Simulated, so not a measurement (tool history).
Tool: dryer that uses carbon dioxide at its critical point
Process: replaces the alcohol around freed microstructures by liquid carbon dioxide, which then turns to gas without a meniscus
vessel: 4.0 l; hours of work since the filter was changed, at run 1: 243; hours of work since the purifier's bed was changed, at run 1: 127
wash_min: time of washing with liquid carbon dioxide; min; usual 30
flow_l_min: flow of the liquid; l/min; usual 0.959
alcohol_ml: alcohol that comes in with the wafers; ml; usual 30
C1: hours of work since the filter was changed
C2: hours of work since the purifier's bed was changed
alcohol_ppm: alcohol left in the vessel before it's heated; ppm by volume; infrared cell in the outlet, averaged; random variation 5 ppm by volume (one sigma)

Run 1, day 0: usual settings; C1 243; C2 127. Result: alcohol_ppm 65 ppm by volume.
Run 2, day 0.425: usual settings; C1 249; C2 133. Result: alcohol_ppm 74 ppm by volume.
Run 3, day 1.067: usual settings; C1 258; C2 142. Result: alcohol_ppm 73 ppm by volume.
Run 4, day 1.504: usual settings; C1 264; C2 148. Result: alcohol_ppm 71 ppm by volume.
Run 5, day 2.112: usual settings; C1 273; C2 157. Result: alcohol_ppm 76 ppm by volume.
Run 6, day 2.9: usual settings but alcohol_ml 34 ml; C1 284; C2 168. Result: alcohol_ppm 84 ppm by volume.
Run 7, day 3.371: usual settings but alcohol_ml 34 ml; C1 291; C2 174. Result: alcohol_ppm 86 ppm by volume.
Run 8, day 3.792: usual settings but alcohol_ml 34 ml; C1 297; C2 180. Result: alcohol_ppm 90 ppm by volume.
Run 9, day 4.208: usual settings but alcohol_ml 34 ml; C1 303; C2 186. Result: alcohol_ppm 88 ppm by volume.
Run 10, day 4.65: usual settings but alcohol_ml 34 ml; C1 309; C2 192. Result: alcohol_ppm 86 ppm by volume.
Run 11, day 5.296: usual settings but alcohol_ml 34 ml; C1 318; C2 202. Result: alcohol_ppm 100 ppm by volume.
Run 12, day 5.846: usual settings but alcohol_ml 34 ml; C1 326; C2 209. Result: alcohol_ppm 94 ppm by volume.
Run 13, day 6.562: usual settings but alcohol_ml 34 ml; C1 336; C2 219. Result: alcohol_ppm 101 ppm by volume.
Run 14, day 7.188: usual settings but wash_min 26 min, flow_l_min 1.371 l/min, alcohol_ml 27 ml; C1 345; C2 228. Result: alcohol_ppm 83 ppm by volume.
Run 15, day 7.996: usual settings but wash_min 26 min, flow_l_min 1.371 l/min, alcohol_ml 27 ml; C1 356; C2 240. Result: alcohol_ppm 101 ppm by volume.
Run 16, day 8.717: usual settings but wash_min 26 min, flow_l_min 1.124 l/min, alcohol_ml 27 ml; C1 366; C2 250. Result: alcohol_ppm 98 ppm by volume.
Run 17, day 9.433: usual settings but wash_min 23 min, flow_l_min 1.475 l/min, alcohol_ml 27 ml; C1 376; C2 260. Result: alcohol_ppm 110 ppm by volume.
Run 18, day 10.067: usual settings but wash_min 23 min; C1 385; C2 269. Result: alcohol_ppm 173 ppm by volume.
Run 19, day 10.604: usual settings but wash_min 23 min, flow_l_min 1.072 l/min, alcohol_ml 84 ml; C1 393; C2 276. Result: alcohol_ppm 246 ppm by volume.
Run 20, day 11.371: usual settings but wash_min 20 min, alcohol_ml 90 ml; C1 404; C2 287. Result: alcohol_ppm 567 ppm by volume.
Run 21, day 12.067: usual settings but wash_min 20 min, alcohol_ml 90 ml; C1 414; C2 297. Result: alcohol_ppm 578 ppm by volume.
Run 22, day 12.529: usual settings but wash_min 20 min, alcohol_ml 90 ml; C1 420; C2 304. Result: alcohol_ppm 592 ppm by volume.
Run 23, day 13.162: usual settings but wash_min 29 min, flow_l_min 1.267 l/min, alcohol_ml 31 ml; C1 429; C2 313. Result: alcohol_ppm 118 ppm by volume.
Run 24, day 13.904: usual settings but wash_min 29 min, flow_l_min 1.267 l/min, alcohol_ml 31 ml; C1 439; C2 323. Result: alcohol_ppm 124 ppm by volume.
Run 25, day 14.358: usual settings but wash_min 29 min, flow_l_min 1.267 l/min, alcohol_ml 31 ml; C1 446; C2 329. Result: alcohol_ppm 121 ppm by volume.

Forecast each of these 3 alternatives for the next run:
Run A, day 14.796: usual settings but wash_min 38 min, flow_l_min 1.267 l/min, alcohol_ml 31 ml; C1 452; C2 336. Result: alcohol_ppm ?.
Run B, day 14.796: usual settings but wash_min 46 min, flow_l_min 0.621 l/min, alcohol_ml 20 ml; C1 452; C2 336. Result: alcohol_ppm ?.
Run C, day 14.796: usual settings but alcohol_ml 88 ml; C1 452; C2 336. Result: alcohol_ppm ?.

run  alcohol_ppm
  A          102
  B          148
  C          194
Without the tool's hidden state the same runs would have given:
run  alcohol_ppm
  A            0
  B           25
  C           37

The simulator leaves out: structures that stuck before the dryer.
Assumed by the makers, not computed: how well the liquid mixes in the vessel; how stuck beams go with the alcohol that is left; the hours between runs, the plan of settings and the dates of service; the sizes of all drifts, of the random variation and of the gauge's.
